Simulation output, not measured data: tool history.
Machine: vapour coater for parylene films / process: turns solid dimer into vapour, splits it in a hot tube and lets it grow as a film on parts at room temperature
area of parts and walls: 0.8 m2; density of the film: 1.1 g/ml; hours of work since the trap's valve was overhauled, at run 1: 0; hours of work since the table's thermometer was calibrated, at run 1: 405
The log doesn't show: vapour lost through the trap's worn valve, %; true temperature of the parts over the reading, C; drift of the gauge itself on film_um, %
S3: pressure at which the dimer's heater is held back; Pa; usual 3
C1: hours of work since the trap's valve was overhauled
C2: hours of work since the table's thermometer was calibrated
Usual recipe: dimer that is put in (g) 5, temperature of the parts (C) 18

Run 1, day 0: usual settings; C1 0; C2 405. Result: thickness of the film (nm) 3230.
Run 2, day 1.488: usual settings; C1 26; C2 431. Result: thickness of the film (nm) 3220.
Run 3, day 3.246: usual settings; C1 56; C2 462. Result: thickness of the film (nm) 3140.
Run 4, day 5.304: usual settings; C1 92; C2 497. Result: thickness of the film (nm) 3120.
Run 5, day 6.883: usual settings; C1 120; C2 525. Result: thickness of the film (nm) 3090.
Run 6, day 8.75: usual settings but dimer that is put in (g) 9; C1 152; C2 557. Result: thickness of the film (nm) 5480.
Run 7, day 12.1: usual settings but dimer that is put in (g) 9; C1 210; C2 615. Result: thickness of the film (nm) 5330.
At day 14.067: trap's valve overhauled.
Run 8, day 15.4: usual settings but dimer that is put in (g) 9; C1 23; C2 670. Result: thickness of the film (nm) 5690.
Run 9, day 17.304: usual settings but dimer that is put in (g) 2; C1 56; C2 703. Result: thickness of the film (nm) 1240.
Run 10, day 18.812: usual settings; C1 82; C2 729. Result: thickness of the film (nm) 3140.
Run 11, day 22.346: usual settings but dimer that is put in (g) 6, S3 4.24 Pa; C1 144; C2 790. Result: thickness of the film (nm) 3590.
Run 12, day 25.496: usual settings but dimer that is put in (g) 2, temperature of the parts (C) 29, S3 4.24 Pa; C1 199; C2 845. Result: thickness of the film (nm) 950.
Run 13, day 27.412: usual settings but dimer that is put in (g) 7, temperature of the parts (C) 27, S3 10.12 Pa; C1 232; C2 878. Result: thickness of the film (nm) 3300.
At day 28.042: trap's valve overhauled.
Run 14, day 30.15: usual settings but dimer that is put in (g) 3, temperature of the parts (C) 11; C1 37; C2 923. Result: thickness of the film (nm) 2080.
Run 15, day 32.996: usual settings but dimer that is put in (g) 3, temperature of the parts (C) 13, S3 5.37 Pa; C1 86; C2 973. Result: thickness of the film (nm) 1900.
Run 16, day 34.646: usual settings but dimer that is put in (g) 8, temperature of the parts (C) 26, S3 5.61 Pa; C1 115; C2 1001. Result: thickness of the film (nm) 4140.
Run 17, day 37.838: usual settings but dimer that is put in (g) 8, temperature of the parts (C) 26, S3 5.61 Pa; C1 170; C2 1057. Result: thickness of the film (nm) 4010.
Run 18, day 39.346: usual settings but dimer that is put in (g) 6, temperature of the parts (C) 12, S3 4.66 Pa; C1 196; C2 1083. Result: thickness of the film (nm) 3810.

Expected results for the next run?
At day 41.854: trap's valve overhauled.
Run 19, day 41.988: usual settings but temperature of the parts (C) 17; C1 2; C2 1126. Result: thickness of the film (nm) ?.

{"run 19": {"thickness of the film (nm)": 3250}}
The same run, on a tool lacking any hidden state, would have yielded thickness of the film (nm) 3280.
